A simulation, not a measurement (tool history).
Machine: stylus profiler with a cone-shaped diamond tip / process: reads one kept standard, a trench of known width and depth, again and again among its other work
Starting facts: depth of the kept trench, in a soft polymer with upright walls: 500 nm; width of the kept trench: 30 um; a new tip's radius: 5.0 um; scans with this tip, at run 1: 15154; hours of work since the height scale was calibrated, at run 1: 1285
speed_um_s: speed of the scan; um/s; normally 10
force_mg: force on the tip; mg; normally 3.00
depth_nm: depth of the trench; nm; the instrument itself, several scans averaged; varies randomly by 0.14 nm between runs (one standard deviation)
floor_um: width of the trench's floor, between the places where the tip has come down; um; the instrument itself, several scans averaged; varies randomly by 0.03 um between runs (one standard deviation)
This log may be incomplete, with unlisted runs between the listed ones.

run   hour  speed_um_s  force_mg  scans with this tip  hours of work since the height scale was calibrated  depth_nm  floor_um
  1    0.0          10      3.00                15154                                                 1285    503.76     23.17
  2   35.2          10      3.45                15326                                                 1300    504.35     23.18
  3   66.1          10      3.45                15478                                                 1313    504.21     23.15
  4   81.2          10      1.46                15551                                                 1319    502.06     23.09
  5   99.2          10      1.46                15640                                                 1326    501.84     23.10
  6  131.6          10      1.53                15798                                                 1340    502.03     23.04
  7  147.7          10      3.00                15877                                                 1346    503.70     23.05
  8  180.7          10      1.07                16037                                                 1360    501.21     23.01
  9  209.9          10      1.27                16180                                                 1372    501.72     22.99
     213.2  -- height scale calibrated on a step standard
 10  239.1          10      3.00                16321                                                   11    503.39     23.02
 11  269.5           6      3.00                16469                                                   23    503.33     23.01
 12  285.3          10      2.15                16546                                                   30    502.29     23.00
 13  305.0          10      2.15                16643                                                   38    502.42     22.98
     314.6  -- new tip fitted, height scale calibrated
 14  328.2          10      3.00                   66                                                    6    504.84     25.60
 15  353.7          10      1.15                  191                                                   16    502.32     25.56
 16  371.7          10      1.15                  279                                                   24    502.51     25.52
     396.6  -- height scale calibrated on a step standard, once more
 17  400.3           7      1.90                  416                                                    2    503.77     25.52
 18  417.3          10      5.39                  500                                                    9    507.58     25.59
 19  447.5          10      5.39                  647                                                   21    507.40     25.48
 20  472.0          19      3.83                  767                                                   31    505.90     25.39
 21  493.0          38      1.35                  869                                                   40    502.71     25.17
 22  524.0          15      1.35                 1021                                                   53    503.04     25.31
 23  544.9          39      3.00                 1123                                                   61    504.87     25.23
 24  578.6          39      3.00                 1288                                                   75    505.07     25.18
 25  593.7           4      3.00                 1362                                                   82    504.93     25.38
 26  617.4           4      3.00                 1478                                                   92    505.15     25.33
 27  639.5           4      3.00                 1586                                                  101    504.96     25.32

How the hidden state differs across the entries between the runs, from the last listed run before each to the first after it:
From run 9 to run 10: height scale calibrated on a step standard (hour 213.2)
  radius of the tip, um: 12.16 -> 12.22; height scale over the true one, %: -0.283 -> -0.338
  difference, measured minus the result without the unlogged condition, depth_nm: -1.43 -> -1.71 nm; floor_um: -2.54 -> -2.56 um
From run 13 to run 14: new tip fitted, height scale calibrated (hour 314.6)
  radius of the tip, um: 12.36 -> 5.01; height scale over the true one, %: -0.344 -> -0.054
  difference, measured minus the result without the unlogged condition, depth_nm: -1.73 -> -0.27 nm; floor_um: -2.60 -> -0.01 um
From run 16 to run 17: height scale calibrated on a step standard, once more (hour 396.6)
  radius of the tip, um: 5.1 -> 5.16; height scale over the true one, %: -0.057 -> -0.025
  difference, measured minus the result without the unlogged condition, depth_nm: -0.29 -> -0.13 nm; floor_um: -0.04 -> -0.07 um
